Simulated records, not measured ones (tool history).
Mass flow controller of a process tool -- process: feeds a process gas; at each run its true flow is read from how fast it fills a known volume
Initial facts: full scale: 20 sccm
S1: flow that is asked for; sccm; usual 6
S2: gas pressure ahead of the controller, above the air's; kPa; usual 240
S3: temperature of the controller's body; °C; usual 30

Run 1, hour 0: usual settings. Result: true flow (%) 97.91.
Run 2, hour 124: usual settings. Result: true flow (%) 97.87.
Run 3, hour 288.2: usual settings. Result: true flow (%) 97.99.
Run 4, hour 453.9: usual settings. Result: true flow (%) 97.93.
Run 5, hour 644.1: usual settings. Result: true flow (%) 97.94.
Run 6, hour 736.4: usual settings but S2 210 kPa. Result: true flow (%) 98.02.
Run 7, hour 832.2: usual settings but S2 210 kPa. Result: true flow (%) 98.04.
Run 8, hour 970.5: usual settings but S3 27 °C. Result: true flow (%) 97.49.
Run 9, hour 1166.8: usual settings but S1 10 sccm. Result: true flow (%) 98.6.
Run 10, hour 1262.8: usual settings but S1 10 sccm. Result: true flow (%) 98.67.
Run 11, hour 1404.2: usual settings but S1 10 sccm. Result: true flow (%) 98.67.
Run 12, hour 1534.9: usual settings but S1 10 sccm, S3 24 °C. Result: true flow (%) 97.95.
Run 13, hour 1745: usual settings but S1 10 sccm, S3 24 °C. Result: true flow (%) 97.95.
Run 14, hour 1896.9: usual settings but S3 23 °C. Result: true flow (%) 97.3.
Run 15, hour 2065.7: usual settings but S3 23 °C. Result: true flow (%) 97.27.
Run 16, hour 2248: usual settings but S3 23 °C. Result: true flow (%) 97.19.
Run 17, hour 2368: usual settings but S3 21 °C. Result: true flow (%) 97.08.
Run 18, hour 2507.6: usual settings but S3 21 °C. Result: true flow (%) 96.96.
Run 19, hour 2631.7: usual settings but S3 21 °C. Result: true flow (%) 97.01.
Run 20, hour 2801.8: usual settings but S3 39 °C. Result: true flow (%) 98.69.
Run 21, hour 3022.8: usual settings but S2 210 kPa. Result: true flow (%) 98.1.
Run 22, hour 3178.6: usual settings but S2 210 kPa. Result: true flow (%) 98.12.
Run 23, hour 3400.3: usual settings but S2 210 kPa. Result: true flow (%) 97.92.
Run 24, hour 3571.1: usual settings but S2 210 kPa. Result: true flow (%) 98.08.
Run 25, hour 3718.2: usual settings but S2 210 kPa. Result: true flow (%) 98.06.
Run 26, hour 3835: usual settings but S2 210 kPa. Result: true flow (%) 97.96.
Run 27, hour 3994.7: usual settings but S2 210 kPa. Result: true flow (%) 98.14.

The next listed run, before its measurement:
Run 28, hour 4194.7: usual settings but S1 13 sccm, S2 226 kPa, S3 31 °C. Result: true flow (%) ?.

true flow (%): 99.36
If the tool had no hidden condition, the same run with the same run-to-run variation would have returned true flow (%) 99.35.

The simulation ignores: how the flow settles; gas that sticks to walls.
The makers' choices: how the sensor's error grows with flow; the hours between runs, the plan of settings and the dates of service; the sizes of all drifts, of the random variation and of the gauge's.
